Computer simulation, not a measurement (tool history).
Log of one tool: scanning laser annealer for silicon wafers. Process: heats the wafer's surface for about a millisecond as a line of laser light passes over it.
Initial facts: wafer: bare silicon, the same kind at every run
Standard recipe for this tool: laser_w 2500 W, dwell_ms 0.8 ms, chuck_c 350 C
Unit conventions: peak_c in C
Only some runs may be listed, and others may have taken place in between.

run 1 hour=0 | laser_w=2500 dwell_ms=0.8 chuck_c=350 | peak_c=1175
run 2 hour=24.3 | laser_w=2500 dwell_ms=0.8 chuck_c=366 | peak_c=1187
run 3 hour=47.9 | laser_w=2500 dwell_ms=0.8 chuck_c=350 | peak_c=1170
run 4 hour=84.3 | laser_w=2500 dwell_ms=0.8 chuck_c=350 | peak_c=1174
run 5 hour=108.8 | laser_w=2500 dwell_ms=0.8 chuck_c=350 | peak_c=1171
run 6 hour=138.6 | laser_w=2500 dwell_ms=0.8 chuck_c=350 | peak_c=1173
run 7 hour=160.6 | laser_w=2500 dwell_ms=0.8 chuck_c=350 | peak_c=1171
-- hour=165.3 window over the wafer cleaned
run 8 hour=178.3 | laser_w=2500 dwell_ms=0.8 chuck_c=350 | peak_c=1162
run 9 hour=213.5 | laser_w=2500 dwell_ms=0.8 chuck_c=350 | peak_c=1161
run 10 hour=239.8 | laser_w=2528 dwell_ms=0.983 chuck_c=350 | peak_c=1268
run 11 hour=275.2 | laser_w=2202 dwell_ms=0.643 chuck_c=318 | peak_c=942
run 12 hour=304.1 | laser_w=2741 dwell_ms=0.996 chuck_c=318 | peak_c=1335
run 13 hour=326.5 | laser_w=2741 dwell_ms=0.996 chuck_c=318 | peak_c=1328
run 14 hour=343.1 | laser_w=2747 dwell_ms=0.581 chuck_c=319 | peak_c=1078
-- hour=350 window over the wafer cleaned, once more
run 15 hour=371 | laser_w=2747 dwell_ms=0.581 chuck_c=319 | peak_c=1100
run 16 hour=388.1 | laser_w=2675 dwell_ms=0.959 chuck_c=337 | peak_c=1324

Below are 4 alternative next runs, each starting from the tool's condition after run 16. Predict each:
run A hour=423 | laser_w=2138 dwell_ms=0.757 chuck_c=385 | peak_c=?
run B hour=423 | laser_w=2702 dwell_ms=0.662 chuck_c=350 | peak_c=?
run C hour=423 | laser_w=2647 dwell_ms=0.693 chuck_c=350 | peak_c=?
run D hour=423 | laser_w=2529 dwell_ms=0.609 chuck_c=350 | peak_c=?

run=A peak_c=1057
run=B peak_c=1168
run=C peak_c=1171
run=D peak_c=1077
Stripped of hidden state, with their random variation kept, the same runs would have yielded:
run=A peak_c=1063
run=B peak_c=1176
run=C peak_c=1179
run=D peak_c=1083
